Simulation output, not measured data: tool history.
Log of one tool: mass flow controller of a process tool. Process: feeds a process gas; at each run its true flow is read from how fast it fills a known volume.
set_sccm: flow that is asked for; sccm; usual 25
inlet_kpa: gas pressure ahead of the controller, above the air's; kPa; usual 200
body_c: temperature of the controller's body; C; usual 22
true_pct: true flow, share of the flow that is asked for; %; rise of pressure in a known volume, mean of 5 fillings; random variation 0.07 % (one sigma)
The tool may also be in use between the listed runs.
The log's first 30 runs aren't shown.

run	hour	set_sccm	inlet_kpa	body_c	true_pct
31	1811.0	45	200	22	98.94
32	1884.8	45	200	22	98.94
33	1951.3	45	200	21	98.88
34	2006.5	25	236	22	97.55
35	2071.8	25	236	22	97.54
36	2129.6	17	163	26	96.46
37	2211.9	17	174	23	96.17
38	2255.3	17	259	20	96.57
39	2322.2	25	200	29	97.76
40	2365.8	25	144	21	96.75
41	2418.9	25	144	21	96.87
42	2473.2	28	200	20	97.27
43	2530.9	28	200	27	97.90

Forecast run 44:
44	2576.1	28	200	27	?

true_pct: 97.83 %
Without the tool's hidden state the same run would have given true_pct 98.81 %.

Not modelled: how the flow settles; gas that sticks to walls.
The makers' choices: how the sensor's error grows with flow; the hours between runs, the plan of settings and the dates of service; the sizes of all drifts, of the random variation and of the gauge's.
